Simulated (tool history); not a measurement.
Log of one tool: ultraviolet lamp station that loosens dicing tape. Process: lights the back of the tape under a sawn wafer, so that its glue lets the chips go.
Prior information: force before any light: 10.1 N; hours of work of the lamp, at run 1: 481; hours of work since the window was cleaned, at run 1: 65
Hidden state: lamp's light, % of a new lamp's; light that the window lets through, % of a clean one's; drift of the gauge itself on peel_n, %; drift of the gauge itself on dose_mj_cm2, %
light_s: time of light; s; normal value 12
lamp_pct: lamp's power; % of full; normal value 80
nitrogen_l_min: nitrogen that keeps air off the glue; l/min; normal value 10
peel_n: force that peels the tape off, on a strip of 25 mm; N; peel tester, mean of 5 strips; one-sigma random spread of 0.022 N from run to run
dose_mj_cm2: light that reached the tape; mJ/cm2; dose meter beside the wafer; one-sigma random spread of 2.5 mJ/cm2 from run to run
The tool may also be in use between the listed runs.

| run | hour | light_s | lamp_pct | nitrogen_l_min | hours of work of the lamp | hours of work since the window was cleaned | peel_n | dose_mj_cm2 |
|---|---|---|---|---|---|---|---|---|
| 1 | 0 | 12 | 80 | 10 | 481 | 65 | 1.338 | 276 |
| 2 | 8.4 | 12 | 80 | 10 | 487 | 72 | 1.405 | 279 |
| 3 | 22 | 12 | 80 | 6 | 497 | 82 | 1.859 | 277 |
| 4 | 33 | 23 | 80 | 10 | 505 | 90 | 0.389 | 527 |
| 5 | 46.6 | 23 | 80 | 10 | 515 | 100 | 0.381 | 522 |
| 6 | 61.9 | 23 | 80 | 10 | 526 | 111 | 0.388 | 525 |
| 7 | 69.1 | 23 | 80 | 10 | 532 | 116 | 0.388 | 533 |
| 8 | 81.2 | 23 | 80 | 10 | 541 | 125 | 0.385 | 516 |
| 9 | 90.8 | 23 | 80 | 10 | 548 | 132 | 0.383 | 522 |
| 10 | 99.2 | 23 | 80 | 10 | 554 | 138 | 0.395 | 518 |
| 11 | 112.7 | 23 | 80 | 10 | 564 | 148 | 0.41 | 509 |
| 12 | 123.4 | 23 | 80 | 10 | 572 | 156 | 0.39 | 520 |
| 13 | 130.9 | 23 | 66 | 10 | 577 | 161 | 0.576 | 428 |
| 14 | 146.5 | 7 | 67 | 10 | 588 | 173 | 3.663 | 127 |
| 15 | 158.7 | 7 | 67 | 10 | 597 | 182 | 3.722 | 130 |
| 16 | 165.6 | 22 | 98 | 8 | 602 | 187 | 0.362 | 595 |
| 17 | 175.3 | 12 | 92 | 5 | 610 | 194 | 1.81 | 300 |
| 18 | 186.6 | 12 | 92 | 5 | 618 | 202 | 1.749 | 299 |
| 19 | 198.3 | 11 | 90 | 5 | 626 | 211 | 2.144 | 266 |
| 20 | 212.9 | 12 | 78 | 14 | 637 | 222 | 1.275 | 254 |
| 21 | 226 | 12 | 78 | 14 | 647 | 231 | 1.334 | 254 |
| 22 | 235.5 | 9 | 78 | 5 | 654 | 238 | 3.224 | 189 |

5 options for the next run, each taken on its own from the tool as it stands now. Forecast them:
| A | 248.8 | 20 | 68 | 10 | 663 | 248 | ? | ? |
| B | 248.8 | 21 | 78 | 6 | 663 | 248 | ? | ? |
| C | 248.8 | 23 | 78 | 5 | 663 | 248 | ? | ? |
| D | 248.8 | 12 | 85 | 10 | 663 | 248 | ? | ? |
| E | 248.8 | 17 | 61 | 14 | 663 | 248 | ? | ? |

| run | peel_n | dose_mj_cm2 |
|---|---|---|
| A | 0.802 | 363 |
| B | 0.81 | 437 |
| C | 0.789 | 480 |
| D | 1.375 | 270 |
| E | 1.08 | 276 |
Take away the tool's hidden state, keep each run's random variation, and the runs would have read:
| run | peel_n | dose_mj_cm2 |
|---|---|---|
| A | 0.532 | 443 |
| B | 0.539 | 534 |
| C | 0.525 | 586 |
| D | 0.941 | 330 |
| E | 0.723 | 337 |
